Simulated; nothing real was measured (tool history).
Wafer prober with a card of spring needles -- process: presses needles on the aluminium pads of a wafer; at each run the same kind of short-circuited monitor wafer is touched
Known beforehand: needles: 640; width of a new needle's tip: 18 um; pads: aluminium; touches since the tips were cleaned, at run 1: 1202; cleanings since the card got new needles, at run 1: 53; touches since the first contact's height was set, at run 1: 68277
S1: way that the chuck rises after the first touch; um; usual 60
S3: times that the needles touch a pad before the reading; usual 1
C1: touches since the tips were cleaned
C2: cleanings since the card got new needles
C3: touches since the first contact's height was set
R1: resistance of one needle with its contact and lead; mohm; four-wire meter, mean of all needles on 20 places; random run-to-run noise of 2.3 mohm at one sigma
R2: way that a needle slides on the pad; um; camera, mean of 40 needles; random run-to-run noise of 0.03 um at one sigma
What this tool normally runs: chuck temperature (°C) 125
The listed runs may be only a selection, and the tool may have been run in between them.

{"run": 1, "hour": 0.0, "S1": 60, "chuck temperature (°C)": 125, "S3": 1, "C1": 1202, "C2": 53, "C3": 68277, "R1": 264, "R2": 12.05}
{"hour": 8.6, "done": "tips cleaned on abrasive film"}
{"run": 2, "hour": 12.9, "S1": 60, "chuck temperature (°C)": 125, "S3": 1, "C1": 2218, "C2": 54, "C3": 74854, "R1": 262, "R2": 12.09}
{"hour": 18.4, "done": "tips cleaned on abrasive film"}
{"run": 3, "hour": 25.8, "S1": 41, "chuck temperature (°C)": 125, "S3": 1, "C1": 3815, "C2": 55, "C3": 81492, "R1": 275, "R2": 8.26}
{"hour": 27.9, "done": "tips cleaned on abrasive film"}
{"hour": 38.9, "done": "tips cleaned on abrasive film"}
{"run": 4, "hour": 45.7, "S1": 41, "chuck temperature (°C)": 125, "S3": 1, "C1": 3477, "C2": 57, "C3": 91607, "R1": 271, "R2": 8.3}
{"hour": 49.5, "done": "tips cleaned on abrasive film"}
{"hour": 58.9, "done": "tips cleaned on abrasive film"}
{"run": 5, "hour": 59.0, "S1": 41, "chuck temperature (°C)": 125, "S3": 1, "C1": 37, "C2": 59, "C3": 98356, "R1": 265, "R2": 8.27}
{"hour": 69.5, "done": "tips cleaned on abrasive film"}
{"hour": 79.4, "done": "tips cleaned on abrasive film"}
{"run": 6, "hour": 85.7, "S1": 60, "chuck temperature (°C)": 125, "S3": 1, "C1": 3244, "C2": 61, "C3": 112041, "R1": 260, "R2": 12.11}
{"hour": 89.4, "done": "tips cleaned on abrasive film"}
{"hour": 99.4, "done": "tips cleaned on abrasive film"}
{"hour": 109.4, "done": "tips cleaned on abrasive film"}
{"run": 7, "hour": 110.3, "S1": 67, "chuck temperature (°C)": 125, "S3": 1, "C1": 456, "C2": 64, "C3": 124562, "R1": 261, "R2": 13.54}
{"hour": 119.0, "done": "tips cleaned on abrasive film"}
{"run": 8, "hour": 127.2, "S1": 50, "chuck temperature (°C)": 50, "S3": 2, "C1": 4222, "C2": 65, "C3": 133202, "R1": 243, "R2": 10.08}
{"hour": 129.0, "done": "tips cleaned on abrasive film"}
{"hour": 138.3, "done": "tips cleaned on abrasive film"}
{"hour": 149.2, "done": "tips cleaned on abrasive film"}
{"run": 9, "hour": 150.6, "S1": 47, "chuck temperature (°C)": 35, "S3": 1, "C1": 710, "C2": 68, "C3": 145137, "R1": 244, "R2": 9.45}
{"hour": 160.2, "done": "tips cleaned on abrasive film"}
{"hour": 169.8, "done": "tips cleaned on abrasive film"}
{"run": 10, "hour": 173.9, "S1": 66, "chuck temperature (°C)": 51, "S3": 2, "C1": 2116, "C2": 70, "C3": 157034, "R1": 241, "R2": 13.38}

Here are 3 independent what-if runs from the current tool condition. What would each one return?
{"hour": 180.7, "done": "tips cleaned on abrasive film"}
{"run": "A", "hour": 189.0, "S1": 55, "chuck temperature (°C)": 37, "S3": 2, "C1": 4281, "C2": 71, "C3": 164746, "R1": "?", "R2": "?"}
{"hour": 180.7, "done": "tips cleaned on abrasive film"}
{"run": "B", "hour": 189.0, "S1": 66, "chuck temperature (°C)": 112, "S3": 3, "C1": 4281, "C2": 71, "C3": 164746, "R1": "?", "R2": "?"}
{"hour": 180.7, "done": "tips cleaned on abrasive film"}
{"run": "C", "hour": 189.0, "S1": 51, "chuck temperature (°C)": 51, "S3": 2, "C1": 4281, "C2": 71, "C3": 164746, "R1": "?", "R2": "?"}

run=A R1=241 R2=11.15
run=B R1=257 R2=13.34
run=C R1=245 R2=10.33
The same runs, with their run-to-run variation unchanged, on a tool lacking any hidden condition would have given:
run=A R1=241 R2=11.11
run=B R1=257 R2=13.28
run=C R1=245 R2=10.29
